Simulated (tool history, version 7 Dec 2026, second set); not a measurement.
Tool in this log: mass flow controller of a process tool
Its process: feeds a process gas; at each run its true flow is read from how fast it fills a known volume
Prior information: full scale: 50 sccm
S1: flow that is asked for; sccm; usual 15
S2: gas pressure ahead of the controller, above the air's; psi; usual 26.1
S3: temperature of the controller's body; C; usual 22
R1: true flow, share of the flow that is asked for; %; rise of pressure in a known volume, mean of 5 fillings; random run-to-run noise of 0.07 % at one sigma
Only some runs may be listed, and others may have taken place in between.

run 1 hour=0.0 | S1=15 S2=26.1 S3=22 | R1=98.15
run 2 hour=237.3 | S1=16 S2=26.1 S3=22 | R1=98.12
run 3 hour=480.8 | S1=16 S2=26.1 S3=22 | R1=98.10
run 4 hour=623.1 | S1=16 S2=26.1 S3=22 | R1=98.16
run 5 hour=844.7 | S1=16 S2=26.1 S3=22 | R1=98.16
run 6 hour=975.1 | S1=16 S2=26.1 S3=22 | R1=98.09
-- hour=992.9 controller's zero set anew
run 7 hour=1171.6 | S1=16 S2=26.1 S3=22 | R1=98.51
run 8 hour=1371.3 | S1=16 S2=20.9 S3=21 | R1=98.46
run 9 hour=1488.7 | S1=16 S2=20.9 S3=21 | R1=98.17
run 10 hour=1709.1 | S1=38 S2=20.9 S3=28 | R1=99.02
run 11 hour=1926.5 | S1=13 S2=27.1 S3=37 | R1=100.03
run 12 hour=2027.6 | S1=48 S2=29.3 S3=24 | R1=99.27
-- hour=2044.2 controller's zero set anew, once more
run 13 hour=2197.5 | S1=24 S2=23.5 S3=26 | R1=97.56

Each row is a separate what-if for the run after 13, all from the same tool condition, not one after another. Results?
run A hour=2352.9 | S1=24 S2=34.7 S3=22 | R1=?
run B hour=2352.9 | S1=41 S2=23.5 S3=26 | R1=?
run C hour=2352.9 | S1=24 S2=32.2 S3=26 | R1=?
run D hour=2352.9 | S1=24 S2=27.3 S3=20 | R1=?
run E hour=2352.9 | S1=38 S2=39.6 S3=29 | R1=?

run=A R1=97.77
run=B R1=98.44
run=C R1=97.90
run=D R1=97.26
run=E R1=99.18
Stripped of hidden state, with their random variation kept, the same runs would have yielded:
run=A R1=98.88
run=B R1=99.57
run=C R1=99.01
run=D R1=98.37
run=E R1=100.31
